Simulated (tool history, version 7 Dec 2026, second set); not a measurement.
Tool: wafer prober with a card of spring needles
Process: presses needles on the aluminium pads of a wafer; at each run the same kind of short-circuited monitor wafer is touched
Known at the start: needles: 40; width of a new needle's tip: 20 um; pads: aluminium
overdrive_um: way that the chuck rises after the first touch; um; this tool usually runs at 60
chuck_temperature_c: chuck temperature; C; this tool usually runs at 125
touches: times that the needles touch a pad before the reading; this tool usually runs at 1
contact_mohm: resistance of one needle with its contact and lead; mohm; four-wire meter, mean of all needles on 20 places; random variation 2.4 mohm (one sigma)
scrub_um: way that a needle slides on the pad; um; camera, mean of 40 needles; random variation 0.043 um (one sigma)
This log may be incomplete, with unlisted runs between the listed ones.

run	hour	overdrive_um	chuck_temperature_c	touches	contact_mohm	scrub_um
1	0.0	60	125	1	281	10.89
# hour 9.4: tips cleaned on abrasive film
# hour 18.7: tips cleaned on abrasive film
# hour 28.1: tips cleaned on abrasive film
# hour 37.4: tips cleaned on abrasive film
# hour 40.1: height of the first contact set anew
2	44.7	60	125	1	295	11.60
# hour 47.2: tips cleaned on abrasive film
# hour 56.6: tips cleaned on abrasive film
# hour 65.9: tips cleaned on abrasive film
3	74.1	60	125	1	294	11.62
# hour 76.5: tips cleaned on abrasive film
# hour 85.9: tips cleaned on abrasive film
# hour 95.2: tips cleaned on abrasive film
4	101.5	60	34	1	270	11.57
# hour 106.3: tips cleaned on abrasive film
# hour 117.9: tips cleaned on abrasive film
# hour 129.6: tips cleaned on abrasive film
# hour 141.3: tips cleaned on abrasive film
# hour 150.7: tips cleaned on abrasive film
5	158.6	69	125	1	290	13.16
# hour 161.0: tips cleaned on abrasive film
# hour 172.7: tips cleaned on abrasive film
# hour 184.4: tips cleaned on abrasive film
# hour 196.1: tips cleaned on abrasive film
6	204.6	69	125	1	291	13.16
# hour 207.0: tips cleaned on abrasive film
# hour 218.7: tips cleaned on abrasive film
# hour 228.1: tips cleaned on abrasive film
# hour 237.4: tips cleaned on abrasive film
# hour 246.8: tips cleaned on abrasive film
7	252.6	69	125	1	288	12.96
# hour 257.3: tips cleaned on abrasive film
# hour 269.0: tips cleaned on abrasive film
# hour 278.3: tips cleaned on abrasive film
8	286.1	69	125	1	294	12.97
# hour 288.5: tips cleaned on abrasive film
# hour 297.9: tips cleaned on abrasive film
# hour 309.6: tips cleaned on abrasive film
# hour 318.9: tips cleaned on abrasive film
# hour 328.3: tips cleaned on abrasive film
9	328.4	60	125	1	278	11.12
# hour 337.7: tips cleaned on abrasive film
# hour 349.4: tips cleaned on abrasive film
# hour 361.1: tips cleaned on abrasive film
# hour 370.5: tips cleaned on abrasive film
10	373.5	60	125	1	291	10.98
# hour 380.5: tips cleaned on abrasive film
# hour 389.9: tips cleaned on abrasive film
# hour 401.0: tips cleaned on abrasive film
11	401.0	60	125	1	275	10.99
# hour 410.3: tips cleaned on abrasive film
# hour 419.7: tips cleaned on abrasive film
# hour 429.1: tips cleaned on abrasive film
12	431.4	72	125	1	286	13.15
# hour 440.7: tips cleaned on abrasive film
# hour 450.1: tips cleaned on abrasive film
# hour 459.4: tips cleaned on abrasive film
# hour 468.8: tips cleaned on abrasive film
# hour 478.2: tips cleaned on abrasive film
13	487.3	45	40	1	314	7.88
# hour 489.7: tips cleaned on abrasive film
# hour 494.7: height of the first contact set anew
# hour 499.4: tips cleaned on abrasive film
# hour 508.7: tips cleaned on abrasive film
# hour 518.1: tips cleaned on abrasive film
# hour 527.5: tips cleaned on abrasive film
# hour 539.1: tips cleaned on abrasive film
14	544.8	62	125	2	287	11.95
# hour 549.5: tips cleaned on abrasive film
# hour 561.2: tips cleaned on abrasive film
# hour 570.6: tips cleaned on abrasive film
# hour 579.9: tips cleaned on abrasive film
# hour 589.3: tips cleaned on abrasive film
15	597.7	49	106	1	316	9.29
# hour 600.1: tips cleaned on abrasive film
# hour 609.5: tips cleaned on abrasive film
# hour 618.8: tips cleaned on abrasive film
# hour 628.2: tips cleaned on abrasive film
# hour 637.6: tips cleaned on abrasive film
16	640.2	51	70	1	290	9.66
# hour 647.2: tips cleaned on abrasive film
# hour 656.6: tips cleaned on abrasive film
# hour 665.9: tips cleaned on abrasive film
# hour 675.3: tips cleaned on abrasive film
# hour 684.6: tips cleaned on abrasive film
17	692.0	51	70	1	303	9.53
# hour 694.4: tips cleaned on abrasive film
# hour 703.8: tips cleaned on abrasive film
# hour 715.5: tips cleaned on abrasive film
# hour 724.8: tips cleaned on abrasive film
# hour 734.2: tips cleaned on abrasive film
# hour 745.5: tips cleaned on abrasive film
18	745.5	44	30	2	259	7.96
# hour 754.9: tips cleaned on abrasive film
# hour 764.2: tips cleaned on abrasive film
# hour 773.6: tips cleaned on abrasive film
19	775.5	55	80	1	276	10.00
# hour 784.8: tips cleaned on abrasive film
# hour 794.2: tips cleaned on abrasive film
# hour 803.5: tips cleaned on abrasive film
# hour 812.9: tips cleaned on abrasive film
# hour 822.3: tips cleaned on abrasive film
# hour 831.6: tips cleaned on abrasive film
20	836.4	55	80	1	286	9.91
# hour 841.1: tips cleaned on abrasive film
# hour 852.8: tips cleaned on abrasive film
# hour 862.2: tips cleaned on abrasive film
21	867.5	49	80	1	302	8.85
# hour 872.2: tips cleaned on abrasive film
# hour 881.6: tips cleaned on abrasive film
# hour 891.0: tips cleaned on abrasive film
# hour 900.3: tips cleaned on abrasive film
# hour 909.7: tips cleaned on abrasive film
# hour 921.4: tips cleaned on abrasive film
22	925.0	55	44	1	284	9.79
# hour 932.0: tips cleaned on abrasive film
# hour 943.7: tips cleaned on abrasive film
# hour 948.6: height of the first contact set anew
# hour 953.4: tips cleaned on abrasive film
# hour 962.7: tips cleaned on abrasive film
23	971.6	52	41	3	274	10.04
# hour 974.0: tips cleaned on abrasive film
# hour 983.3: tips cleaned on abrasive film
# hour 992.7: tips cleaned on abrasive film
# hour 1002.1: tips cleaned on abrasive film
# hour 1011.4: tips cleaned on abrasive film
# hour 1020.8: tips cleaned on abrasive film
24	1025.3	79	71	1	274	15.21

3 options for the next run, each taken on its own from the tool as it stands now. Forecast them:
# hour 1032.4: tips cleaned on abrasive film
# hour 1044.0: tips cleaned on abrasive film
# hour 1055.7: tips cleaned on abrasive film
A	1056.5	57	83	1	?	?
# hour 1032.4: tips cleaned on abrasive film
# hour 1044.0: tips cleaned on abrasive film
# hour 1055.7: tips cleaned on abrasive film
B	1056.5	73	39	1	?	?
# hour 1032.4: tips cleaned on abrasive film
# hour 1044.0: tips cleaned on abrasive film
# hour 1055.7: tips cleaned on abrasive film
C	1056.5	60	27	2	?	?

run	contact_mohm	scrub_um
A	273	10.87
B	258	14.04
C	253	11.38
What these runs would have given with no unlogged condition in the tool:
run	contact_mohm	scrub_um
A	263	11.10
B	251	14.26
C	246	11.60

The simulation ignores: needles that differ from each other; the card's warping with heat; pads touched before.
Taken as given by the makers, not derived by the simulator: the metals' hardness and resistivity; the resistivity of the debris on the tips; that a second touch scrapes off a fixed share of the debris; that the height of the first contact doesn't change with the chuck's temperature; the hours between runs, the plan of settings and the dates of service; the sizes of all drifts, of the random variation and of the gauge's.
